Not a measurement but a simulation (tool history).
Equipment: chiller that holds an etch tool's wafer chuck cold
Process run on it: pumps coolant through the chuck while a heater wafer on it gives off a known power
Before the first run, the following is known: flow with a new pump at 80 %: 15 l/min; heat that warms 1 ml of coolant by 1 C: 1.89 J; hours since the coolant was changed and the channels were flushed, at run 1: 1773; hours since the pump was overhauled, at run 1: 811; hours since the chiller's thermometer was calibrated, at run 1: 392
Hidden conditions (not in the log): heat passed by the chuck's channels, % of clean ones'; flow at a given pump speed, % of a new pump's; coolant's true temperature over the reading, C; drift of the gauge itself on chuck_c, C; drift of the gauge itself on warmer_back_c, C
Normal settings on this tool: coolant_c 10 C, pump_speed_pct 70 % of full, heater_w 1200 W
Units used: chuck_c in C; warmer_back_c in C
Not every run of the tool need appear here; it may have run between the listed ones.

run	day	coolant_c	pump_speed_pct	heater_w	hours since the coolant was changed and the channels were flushed	hours since the pump was overhauled	hours since the chiller's thermometer was calibrated	chuck_c	warmer_back_c
1	0	10	70	1200	1773	811	392	20.8	2.93
2	1.025	10	70	1200	1798	835	417	20.6	2.89
3	2.275	10	70	1200	1828	865	447	20.6	2.86
4	3.467	10	70	1200	1856	894	476	20.5	2.84
5	4.446	10	70	1200	1880	918	499	20.6	2.84
6	5.254	10	70	1200	1899	937	518	20.7	2.84
7	6.004	10	70	1200	1917	955	536	20.8	2.78
8	6.842	10	70	1200	1937	975	557	20.7	2.79
9	7.975	10	70	1200	1965	1002	584	20.8	2.77
10	9.212	10	92	1200	1994	1032	613	18.7	2.06
11	10.188	10	92	1200	2018	1055	637	18.6	2.04
12	11.229	10	62	1200	2043	1080	662	21.6	3.04
13	11.833	10	62	1200	2057	1095	676	21.7	3.06
14	12.975	10	93	1200	2085	1122	704	18.7	1.96
15	13.733	10	93	1200	2103	1140	722	18.8	1.94
16	14.325	10	93	1200	2117	1155	736	18.8	1.92
17	15.554	1	67	1012	2146	1184	766	10.2	2.25
18	16.125	1	67	1012	2160	1198	779	10.4	2.27
19	17.254	1	67	768	2187	1225	806	8.1	1.61
20	17.979	1	70	753	2205	1242	824	7.7	1.51
21	18.829	1	70	753	2225	1263	844	7.7	1.47
# day 20.021: gauge calibrated
22	20.021	10	70	1185	2254	1291	873	20.5	2.87
23	20.979	0	90	1002	2277	1314	896	7.3	1.86
24	22.217	0	90	1389	2306	1344	926	10.4	2.58
25	22.775	15	67	1204	2320	1357	939	26	3
26	23.492	15	67	1204	2337	1375	956	25.9	2.97
27	24.771	19	64	736	2368	1405	987	25.9	1.85
28	26.008	11	62	1195	2397	1435	1017	22.5	3.16
29	26.929	11	62	1195	2420	1457	1039	22.8	3.16
30	27.767	11	99	718	2440	1477	1059	15.9	1.11
31	28.854	10	73	1256	2466	1503	1085	20.8	2.75

Take each entry between the runs: how does the hidden state at the last listed run before it differ from the hidden state at the first listed run after it?
After run 21, before run 22: gauge calibrated (day 20.021)
  heat passed by the chuck's channels, % of clean ones': 99.9 -> 99.8; drift of the gauge itself on warmer_back_c, C: -0.34 -> 0
  measured less the result without the state, warmer_back_c: -0.34 -> +0 C
